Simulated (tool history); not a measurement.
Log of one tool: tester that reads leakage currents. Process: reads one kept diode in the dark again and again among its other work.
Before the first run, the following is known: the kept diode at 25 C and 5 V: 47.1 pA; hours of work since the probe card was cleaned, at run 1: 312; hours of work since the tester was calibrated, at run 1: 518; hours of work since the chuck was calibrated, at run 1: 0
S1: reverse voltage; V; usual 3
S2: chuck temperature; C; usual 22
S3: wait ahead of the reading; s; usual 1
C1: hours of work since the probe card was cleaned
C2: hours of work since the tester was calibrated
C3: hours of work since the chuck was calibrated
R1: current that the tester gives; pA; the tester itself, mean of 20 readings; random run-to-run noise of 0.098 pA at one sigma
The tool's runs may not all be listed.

run    hour     S1  S2    S3    C1    C2   C3      R1
  1       0      3  22     1   312   518    0   28.22
  2    47.9      3  22     1   335   541   23   28.19
  3    96.5   2.58  22     1   357   564   46   25.77
  4   187.1   2.58  22     1   400   607   88   25.93
  5   285.6   1.67  22     1   447   653  135   19.96
  6   371.7   1.67  22     1   488   694  176   20.14
  7   421.8   1.67  22     1   511   717  199   20.06
  8   479.9   1.67  22     1   539   745  227   19.98
  9   539.3      3  28     1   567   773  255   44.67
 10   588.9      3  28     1   590   796  278   44.75
 11   646.4      3  28     1   617   824  305   44.93
 12   711.6      3  29     1   648   854  336   48.27
 13     788      3  29     1   684   890  372   48.15
 14   844.4      3  29     1   711   917  399   48.28
 15   948.5      3  21     1   760   966  448   26.11
 16  1045.6   3.51  21  7.83   806  1012  494   28.26
 17  1126.8   3.47  21   4.9   844  1051  532   28.01
 18  1227.4   3.47  21   4.9   892  1098  580   27.88
 19  1285.2   2.15  33     1   919  1125  607   53.63
 20  1332.4   2.11  22  1.18   941  1148  630   22.87
 21  1434.9   2.11  22  1.18   990  1196  678    22.9
     1517.6  -- chuck's temperature calibrated
 22  1517.6   2.11  20  1.18  1028  1234    0   19.65
 23  1588.6      3  46  2.37  1062  1268   34  162.27
 24  1665.9  19.65  51  1.69  1098  1304   70  662.04
 25  1745.1   1.24  46  0.64  1135  1342  107   98.44
 26  1791.2   1.24  46  0.85  1157  1363  129   98.48
 27  1835.3   1.24  46  0.85  1178  1384  150   97.93

4 ways to go on from here, each from the tool as it stands after run 27. What would each give?
  A  1899   1.24  46  1.27  1208  1414  180   ?
  B  1899  10.61  46  0.85  1208  1414  180   ?
  C  1899  13.53  22     1  1208  1414  180   ?
  D  1899   1.92  22     1  1208  1414  180   ?

run      R1
  A   98.58
  B  335.02
  C   67.22
  D   21.84
Had the tool no hidden state, the same runs would have come out as:
run      R1
  A   98.59
  B  335.03
  C   67.19
  D   21.84
